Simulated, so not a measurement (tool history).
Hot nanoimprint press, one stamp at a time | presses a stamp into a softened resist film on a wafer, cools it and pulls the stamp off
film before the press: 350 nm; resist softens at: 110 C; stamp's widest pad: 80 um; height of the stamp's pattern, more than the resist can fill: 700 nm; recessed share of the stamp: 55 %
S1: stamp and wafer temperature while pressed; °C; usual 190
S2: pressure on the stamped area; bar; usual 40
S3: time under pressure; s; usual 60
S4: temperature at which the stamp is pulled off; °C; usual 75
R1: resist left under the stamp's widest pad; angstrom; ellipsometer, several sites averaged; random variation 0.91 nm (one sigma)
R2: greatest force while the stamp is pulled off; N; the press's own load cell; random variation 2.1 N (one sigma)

run,hour,S1,S2,S3,S4,R1,R2
1,0,190,40,60,75,1789,93
2,34.7,190,40,60,75,1792,98
3,70,190,40,60,75,1792,105
4,93.4,190,40,60,75,1791,103
5,118.2,190,40,60,75,1787,109
6,156.2,190,40,60,75,1813,114
# hour 171.8: press's hydraulic seals changed and the load cell set to zero
7,186.2,190,40,60,75,1796,111
8,218,190,29.8,60,75,2081,124
# hour 234.3: stamp cleaned and given a new release coat
9,260,190,40,43,75,1971,93
10,276.4,185,40,43,75,2309,98
11,313.6,185,40,43,75,2319,96
12,338.5,185,40,43,75,2322,108
13,364.9,190,40,60,75,1818,110
14,389.7,190,40,60,75,1822,112
15,413,190,40,54,75,1857,106
16,435.1,190,40,54,75,1862,113
17,472.5,190,63.9,54,60,1462,172
# hour 477.7: plate thermocouple calibrated
18,507.6,190,63,47,60,1477,162
# hour 523.4: stamp cleaned and given a new release coat
19,541,190,63,47,60,1464,132
20,562.2,190,63,47,60,1474,132
21,593.5,190,63,47,60,1474,138
22,610,196,40,67,75,1388,100
23,642.3,196,40,67,75,1381,99
24,659.2,196,40,67,75,1398,105
25,693,196,40,67,75,1394,110
26,724.6,180,40,67,75,2412,114
27,751,198,40,77,75,1255,115
28,789,190,25.6,34,75,2565,121
# hour 810.2: stamp cleaned and given a new release coat
29,822.7,190,52.8,77,69,1411,109
30,851.5,182,40,93,67,2090,121

Forecast each of these 4 alternatives for the next run:
A,886.3,192,40,118,75,?,?
B,886.3,182,45.6,60,76,?,?
C,886.3,182,40.2,54,60,?,?
D,886.3,182,43.5,55,71,?,?

run,R1,R2
A,1359,98
B,2223,96
C,2422,147
D,2312,111
Without the tool's hidden state the same runs would have given:
run,R1,R2
A,1311,89
B,2153,87
C,2354,133
D,2243,100

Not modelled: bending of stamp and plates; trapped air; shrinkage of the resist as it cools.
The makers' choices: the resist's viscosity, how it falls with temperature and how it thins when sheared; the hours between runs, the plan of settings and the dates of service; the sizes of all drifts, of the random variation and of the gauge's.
